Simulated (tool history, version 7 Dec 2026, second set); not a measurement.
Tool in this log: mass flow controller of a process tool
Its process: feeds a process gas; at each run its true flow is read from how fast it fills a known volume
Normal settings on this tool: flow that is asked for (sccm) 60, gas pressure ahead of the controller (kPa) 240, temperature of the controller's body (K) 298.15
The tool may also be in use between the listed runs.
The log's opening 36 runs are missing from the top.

| run | hour | flow that is asked for (sccm) | gas pressure ahead of the controller (kPa) | temperature of the controller's body (K) | true flow (%) |
|---|---|---|---|---|---|
| 37 | 5331.5 | 21 | 240 | 298.15 | 99.23 |
| 38 | 5533.6 | 21 | 240 | 298.15 | 99.30 |
| 39 | 5674.4 | 21 | 247 | 305.15 | 99.80 |
| 40 | 5802.2 | 176 | 237 | 296.15 | 98.65 |
| 41 | 5966.0 | 98 | 237 | 296.15 | 98.02 |
| 42 | 6055.9 | 41 | 234 | 301.15 | 98.66 |
| 43 | 6260.2 | 23 | 150 | 305.15 | 99.82 |
| 44 | 6382.4 | 163 | 144 | 306.15 | 99.41 |

Run 45 comes next. What will it give?
| 45 | 6557.0 | 167 | 144 | 306.15 | ? |

true flow (%): 99.49
Were there no unlogged condition in the tool, this run, its random variation unchanged, would have produced true flow (%) 100.44.
